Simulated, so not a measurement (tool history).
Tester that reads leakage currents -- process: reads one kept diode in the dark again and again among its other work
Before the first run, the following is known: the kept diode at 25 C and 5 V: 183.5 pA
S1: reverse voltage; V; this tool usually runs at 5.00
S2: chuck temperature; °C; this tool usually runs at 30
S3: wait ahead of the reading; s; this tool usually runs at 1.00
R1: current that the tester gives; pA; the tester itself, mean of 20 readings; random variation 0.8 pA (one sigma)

{"run": 1, "hour": 0.0, "S1": 5.0, "S2": 30, "S3": 1.0, "R1": 273.64}
{"run": 2, "hour": 26.5, "S1": 5.0, "S2": 30, "S3": 1.0, "R1": 274.11}
{"run": 3, "hour": 63.0, "S1": 5.0, "S2": 30, "S3": 1.0, "R1": 273.66}
{"run": 4, "hour": 115.7, "S1": 5.0, "S2": 30, "S3": 1.0, "R1": 276.01}
{"run": 5, "hour": 156.9, "S1": 5.0, "S2": 30, "S3": 3.37, "R1": 275.74}
{"run": 6, "hour": 192.6, "S1": 11.93, "S2": 30, "S3": 3.37, "R1": 378.83}
{"run": 7, "hour": 219.1, "S1": 5.0, "S2": 30, "S3": 1.0, "R1": 275.47}
{"run": 8, "hour": 253.1, "S1": 5.0, "S2": 30, "S3": 1.0, "R1": 274.82}
{"run": 9, "hour": 281.8, "S1": 5.0, "S2": 30, "S3": 1.0, "R1": 276.06}
{"run": 10, "hour": 315.4, "S1": 5.0, "S2": 30, "S3": 1.0, "R1": 277.09}
{"hour": 341.4, "done": "probe card cleaned and baked"}
{"run": 11, "hour": 350.3, "S1": 5.0, "S2": 30, "S3": 1.0, "R1": 272.47}
{"run": 12, "hour": 383.2, "S1": 5.0, "S2": 30, "S3": 1.0, "R1": 272.07}
{"run": 13, "hour": 422.7, "S1": 5.0, "S2": 22, "S3": 1.0, "R1": 153.09}
{"run": 14, "hour": 459.7, "S1": 5.0, "S2": 22, "S3": 1.0, "R1": 153.7}
{"run": 15, "hour": 503.7, "S1": 5.0, "S2": 30, "S3": 0.94, "R1": 274.78}
{"run": 16, "hour": 546.6, "S1": 5.0, "S2": 30, "S3": 0.79, "R1": 273.48}
{"run": 17, "hour": 601.1, "S1": 5.0, "S2": 32, "S3": 1.0, "R1": 317.63}
{"run": 18, "hour": 634.3, "S1": 5.0, "S2": 27, "S3": 1.0, "R1": 223.66}
{"run": 19, "hour": 671.2, "S1": 5.0, "S2": 27, "S3": 1.0, "R1": 223.67}
{"run": 20, "hour": 701.9, "S1": 5.0, "S2": 30, "S3": 1.0, "R1": 277.2}
{"run": 21, "hour": 751.0, "S1": 15.43, "S2": 40, "S3": 1.0, "R1": 815.1}
{"run": 22, "hour": 774.6, "S1": 7.12, "S2": 30, "S3": 2.69, "R1": 313.27}
{"run": 23, "hour": 816.4, "S1": 1.5, "S2": 26, "S3": 3.01, "R1": 136.62}
{"run": 24, "hour": 867.5, "S1": 1.5, "S2": 26, "S3": 3.01, "R1": 136.16}
{"run": 25, "hour": 905.2, "S1": 8.27, "S2": 39, "S3": 3.01, "R1": 618.98}
{"run": 26, "hour": 957.4, "S1": 5.0, "S2": 28, "S3": 0.95, "R1": 243.07}
{"run": 27, "hour": 1014.0, "S1": 5.0, "S2": 28, "S3": 0.95, "R1": 244.29}
{"run": 28, "hour": 1043.9, "S1": 1.05, "S2": 34, "S3": 1.39, "R1": 215.13}
{"run": 29, "hour": 1069.6, "S1": 9.29, "S2": 30, "S3": 1.39, "R1": 350.92}
{"run": 30, "hour": 1120.9, "S1": 3.93, "S2": 32, "S3": 1.39, "R1": 297.64}
{"run": 31, "hour": 1160.9, "S1": 6.13, "S2": 30, "S3": 1.0, "R1": 306.04}
{"run": 32, "hour": 1196.1, "S1": 11.87, "S2": 40, "S3": 2.86, "R1": 759.36}
{"run": 33, "hour": 1231.6, "S1": 12.63, "S2": 33, "S3": 1.0, "R1": 484.9}
{"run": 34, "hour": 1283.5, "S1": 12.63, "S2": 33, "S3": 1.0, "R1": 487.05}
{"run": 35, "hour": 1329.8, "S1": 13.36, "S2": 21, "S3": 2.73, "R1": 213.57}
{"run": 36, "hour": 1383.7, "S1": 13.36, "S2": 21, "S3": 2.73, "R1": 213.78}
{"run": 37, "hour": 1435.7, "S1": 5.0, "S2": 25, "S3": 0.44, "R1": 204.12}
{"run": 38, "hour": 1482.0, "S1": 8.05, "S2": 30, "S3": 1.0, "R1": 342.08}
{"run": 39, "hour": 1533.7, "S1": 8.05, "S2": 21, "S3": 4.04, "R1": 178.93}

Each row is a separate what-if for the run after 39, all from the same tool condition, not one after another. Results?
{"run": "A", "hour": 1573.2, "S1": 1.55, "S2": 41, "S3": 2.35, "R1": "?"}
{"run": "B", "hour": 1573.2, "S1": 7.02, "S2": 46, "S3": 1.0, "R1": "?"}
{"run": "C", "hour": 1573.2, "S1": 8.05, "S2": 21, "S3": 2.83, "R1": "?"}

run=A R1=402.09
run=B R1=947.05
run=C R1=178.55
Had the tool no hidden state, the same runs would have come out as:
run=A R1=373.72
run=B R1=880.80
run=C R1=160.78
